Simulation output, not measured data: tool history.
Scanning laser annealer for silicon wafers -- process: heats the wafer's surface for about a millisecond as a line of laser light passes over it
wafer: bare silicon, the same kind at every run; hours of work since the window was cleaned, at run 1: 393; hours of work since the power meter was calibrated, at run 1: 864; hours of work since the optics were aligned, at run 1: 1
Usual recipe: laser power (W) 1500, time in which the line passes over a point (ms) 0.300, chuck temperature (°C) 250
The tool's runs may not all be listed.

run,hour,laser power (W),time in which the line passes over a point (ms),chuck temperature (°C),hours of work since the window was cleaned,hours of work since the power meter was calibrated,hours of work since the optics were aligned,highest temperature of the surface (°C)
1,0.0,1500,0.300,250,393,864,1,1031
2,84.9,1500,0.300,250,441,911,48,1028
3,140.4,1326,0.300,250,472,943,80,941
4,207.6,1326,0.300,250,510,980,117,940
5,243.1,1500,0.300,250,530,1000,137,1026
6,320.0,1500,0.300,250,573,1044,181,1021
7,399.8,1500,0.353,250,618,1088,225,1096
8,461.5,1500,0.353,250,653,1123,260,1096
9,533.0,1500,0.353,250,693,1163,300,1093
# hour 575.7: window over the wafer cleaned
10,613.5,1500,0.353,250,21,1208,344,1118
11,690.4,1500,0.353,250,65,1251,388,1117
12,733.7,1500,0.300,250,89,1275,412,1040
13,787.4,1500,0.300,250,119,1305,442,1039
14,826.7,1500,0.300,250,141,1327,464,1037
15,912.6,1500,0.300,250,189,1376,513,1032
16,979.5,1500,0.300,250,227,1413,550,1039
17,1063.7,1500,0.300,250,274,1461,598,1032
18,1107.3,1500,0.300,250,299,1485,622,1034
19,1176.3,1500,0.300,250,338,1524,661,1028
20,1263.9,1500,0.300,250,387,1573,710,1028
21,1347.9,1500,0.300,250,434,1620,757,1023
22,1391.2,1500,0.290,215,459,1645,782,972
23,1464.4,1326,0.283,215,500,1686,823,878
24,1534.1,1409,0.300,228,539,1725,862,956
25,1602.0,1409,0.300,228,577,1763,900,950
26,1677.2,1644,0.378,219,619,1806,943,1179
27,1726.6,1577,0.378,269,647,1833,970,1196
28,1784.2,1493,0.249,224,680,1866,1003,912
# hour 1849.7: window over the wafer cleaned
29,1859.8,1500,0.357,250,6,1907,1044,1125
30,1910.2,1500,0.232,250,34,1936,1073,931
31,1954.1,1500,0.370,251,59,1960,1097,1140
32,2041.3,1500,0.370,251,108,2009,1146,1137
33,2120.2,1383,0.370,251,152,2054,1191,1071
34,2168.9,1604,0.300,261,179,2081,1218,1095
35,2245.3,1604,0.300,261,222,2124,1261,1092
36,2301.4,1520,0.349,250,254,2156,1293,1106
37,2351.8,1520,0.349,250,282,2184,1321,1111
# hour 2366.2: optics aligned, line set to its width
38,2408.2,1520,0.349,250,311,2213,24,1124
39,2481.7,1520,0.349,250,353,2254,65,1118
40,2535.8,1520,0.349,250,383,2285,95,1119
41,2613.6,1570,0.366,278,427,2328,139,1195
42,2663.6,1509,0.277,278,455,2356,167,1029

Subtracting, for every run, the result it would have given without the tool's unlogged condition from the measured result gives the following. The same run-to-run variation enters both numbers; the gauge's scatter may not:
The tool's hidden condition here consists of: light that passes the window, % of a clean one's; laser's true power over the reading, %; width of the line over the set one, %; drift of the gauge itself on peak_c, C.
run,highest temperature of the surface (°C)
1,-12
2,-14
3,-13
4,-15
5,-17
6,-19
7,-23
8,-24
9,-25
10,+0
11,-2
12,-2
13,-4
14,-5
15,-7
16,-7
17,-10
18,-10
19,-12
20,-14
21,-16
22,-16
23,-16
24,-19
25,-20
26,-28
27,-28
28,-22
29,-3
30,-4
31,-6
32,-7
33,-9
34,-10
35,-12
36,-14
37,-15
38,-4
39,-6
40,-7
41,-10
42,-8
